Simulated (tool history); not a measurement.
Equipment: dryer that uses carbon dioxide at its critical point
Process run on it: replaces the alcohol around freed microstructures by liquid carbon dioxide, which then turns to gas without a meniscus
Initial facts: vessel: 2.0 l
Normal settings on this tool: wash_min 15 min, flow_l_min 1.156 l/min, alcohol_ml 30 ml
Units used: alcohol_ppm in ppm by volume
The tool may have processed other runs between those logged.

run   hour  wash_min  flow_l_min  alcohol_ml  alcohol_ppm
  1      0        15       1.156          30           28
  2   10.4        15       1.156          30           18
  3   21.4        15       1.156          30           27
  4   33.3        15       1.156          30           37
  5   41.6        15       1.156          30           29
  6   48.5        15        1.89          30            9
  7   59.6        15       1.156          30           20
  8   69.2        15        0.79          30          119
  9   78.3        15        0.79          30          117
 10   87.7        15        0.79          30          101
 11   95.1        11         0.7          47          922
 12  103.3        11         0.7          40          784
 13  110.3        11         0.7          40          771
 14  116.6        15        1.14          94           47
 15  123.5        16        1.12          23           21
 16  134.8        16        1.12          23           19
 17  144.4        16        1.12          23           17

3 options for the next run, each taken on its own from the tool as it stands now. Forecast them:
  A  150.6        22       1.156          30            ?
  B  150.6        11         0.7          51            ?
  C  150.6        21        0.85          86            ?

run  alcohol_ppm
  A           11
  B          985
  C           43
Without the tool's unlogged condition, the same runs would have read:
run  alcohol_ppm
  A            0
  B          685
  C           18

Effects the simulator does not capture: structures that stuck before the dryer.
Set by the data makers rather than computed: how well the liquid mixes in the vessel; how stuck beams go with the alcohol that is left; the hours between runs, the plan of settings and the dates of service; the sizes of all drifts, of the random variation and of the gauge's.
